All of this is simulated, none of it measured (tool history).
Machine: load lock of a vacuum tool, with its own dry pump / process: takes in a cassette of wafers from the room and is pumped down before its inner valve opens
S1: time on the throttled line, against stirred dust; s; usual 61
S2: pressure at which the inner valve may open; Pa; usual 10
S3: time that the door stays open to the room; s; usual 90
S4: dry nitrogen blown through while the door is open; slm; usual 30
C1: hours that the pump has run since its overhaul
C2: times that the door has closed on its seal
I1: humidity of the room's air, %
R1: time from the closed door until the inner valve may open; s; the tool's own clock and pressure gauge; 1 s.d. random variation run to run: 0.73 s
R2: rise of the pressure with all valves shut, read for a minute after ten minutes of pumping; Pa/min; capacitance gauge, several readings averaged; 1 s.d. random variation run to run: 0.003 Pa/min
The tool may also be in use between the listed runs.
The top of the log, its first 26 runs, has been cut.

| run | hour | S1 | S2 | S3 | S4 | C1 | C2 | I1 | R1 | R2 |
|---|---|---|---|---|---|---|---|---|---|---|
| 27 | 6477.5 | 33 | 10 | 77 | 36 | 14409 | 27584 | 47.2 | 94.6 | 0.327 |
| 28 | 6724.7 | 61 | 13 | 90 | 5 | 14656 | 28127 | 43.5 | 116.7 | 0.357 |
| 29 | 6998.3 | 61 | 13 | 126 | 5 | 14930 | 28727 | 46.9 | 115.3 | 0.371 |
| 30 | 7274.9 | 39 | 10 | 113 | 30 | 15206 | 29334 | 44.8 | 101.2 | 0.357 |
| 31 | 7591.5 | 39 | 10 | 113 | 30 | 15523 | 30029 | 41.9 | 99.4 | 0.363 |
| 32 | 7808.1 | 43 | 17 | 94 | 7 | 15740 | 30504 | 44.9 | 98.5 | 0.401 |
| 33 | 7967.2 | 43 | 17 | 94 | 7 | 15899 | 30853 | 41.0 | 98.9 | 0.405 |
| 34 | 8309.6 | 54 | 10 | 90 | 4 | 16241 | 31605 | 44.5 | 112.6 | 0.423 |
| 35 | 8535.1 | 118 | 10 | 90 | 4 | 16467 | 32100 | 46.7 | 164.4 | 0.440 |
| 36 | 8685.5 | 70 | 10 | 90 | 27 | 16617 | 32430 | 46.0 | 125.2 | 0.430 |
| 37 | 8920.0 | 51 | 9 | 237 | 27 | 16851 | 32944 | 43.5 | 112.4 | 0.443 |

What if the next run were any one of these 4? Each begins from the tool's condition after run 37:
| A | 9262.7 | 69 | 12 | 237 | 13 | 17194 | 33696 | 42.6 | ? | ? |
| B | 9262.7 | 88 | 10 | 151 | 13 | 17194 | 33696 | 45.9 | ? | ? |
| C | 9262.7 | 61 | 11 | 38 | 19 | 17194 | 33696 | 47.7 | ? | ? |
| D | 9262.7 | 51 | 9 | 41 | 27 | 17194 | 33696 | 44.2 | ? | ? |

| run | R1 | R2 |
|---|---|---|
| A | 122.7 | 0.478 |
| B | 140.2 | 0.461 |
| C | 117.9 | 0.438 |
| D | 110.2 | 0.446 |
Without the tool's unlogged condition, the same runs would have read:
| run | R1 | R2 |
|---|---|---|
| A | 115.9 | 0.069 |
| B | 133.8 | 0.056 |
| C | 111.0 | 0.030 |
| D | 102.7 | 0.033 |

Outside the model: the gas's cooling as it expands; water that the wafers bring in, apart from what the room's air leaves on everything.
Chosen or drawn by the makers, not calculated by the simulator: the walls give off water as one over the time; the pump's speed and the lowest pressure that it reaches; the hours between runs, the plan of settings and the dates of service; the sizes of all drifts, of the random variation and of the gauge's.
